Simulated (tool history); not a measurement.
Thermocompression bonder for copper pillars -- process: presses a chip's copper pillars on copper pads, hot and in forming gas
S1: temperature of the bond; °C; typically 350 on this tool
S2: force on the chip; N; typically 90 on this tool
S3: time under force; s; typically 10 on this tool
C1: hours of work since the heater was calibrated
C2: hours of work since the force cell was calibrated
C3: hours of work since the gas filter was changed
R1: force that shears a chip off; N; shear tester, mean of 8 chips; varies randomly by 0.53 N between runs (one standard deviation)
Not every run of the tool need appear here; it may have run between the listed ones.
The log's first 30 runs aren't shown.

| run | hour | S1 | S2 | S3 | C1 | C2 | C3 | R1 |
|---|---|---|---|---|---|---|---|---|
| 31 | 475.5 | 350 | 90 | 14 | 405 | 103 | 27 | 67.6 |
| 32 | 485.7 | 354 | 90 | 10 | 411 | 109 | 33 | 62.6 |
| 33 | 501.9 | 326 | 90 | 10 | 421 | 118 | 42 | 52 |
| 34 | 521.8 | 344 | 99 | 19 | 432 | 130 | 54 | 78.3 |
| 35 | 531.2 | 344 | 99 | 19 | 438 | 135 | 59 | 78.3 |
| 36 | 551.7 | 360 | 92 | 8 | 450 | 147 | 71 | 60.6 |
| 37 | 571.2 | 360 | 92 | 8 | 461 | 159 | 83 | 59.7 |
| 38 | 590.4 | 350 | 64 | 10 | 472 | 170 | 94 | 40.5 |
| 39 | 607.7 | 350 | 64 | 19 | 482 | 180 | 104 | 52.2 |

Consider 3 possible next runs. They are alternatives, not a sequence: every one starts from the tool as it was left by run 39. What does each give?
| A | 626.8 | 340 | 55 | 9 | 494 | 191 | 115 | ? |
| B | 626.8 | 371 | 129 | 19 | 494 | 191 | 115 | ? |
| C | 626.8 | 350 | 90 | 9 | 494 | 191 | 115 | ? |

| run | R1 |
|---|---|
| A | 29.6 |
| B | 104.8 |
| C | 57.6 |
Had the tool no hidden state, the same runs would have come out as:
| run | R1 |
|---|---|
| A | 29.1 |
| B | 105.9 |
| C | 57.1 |

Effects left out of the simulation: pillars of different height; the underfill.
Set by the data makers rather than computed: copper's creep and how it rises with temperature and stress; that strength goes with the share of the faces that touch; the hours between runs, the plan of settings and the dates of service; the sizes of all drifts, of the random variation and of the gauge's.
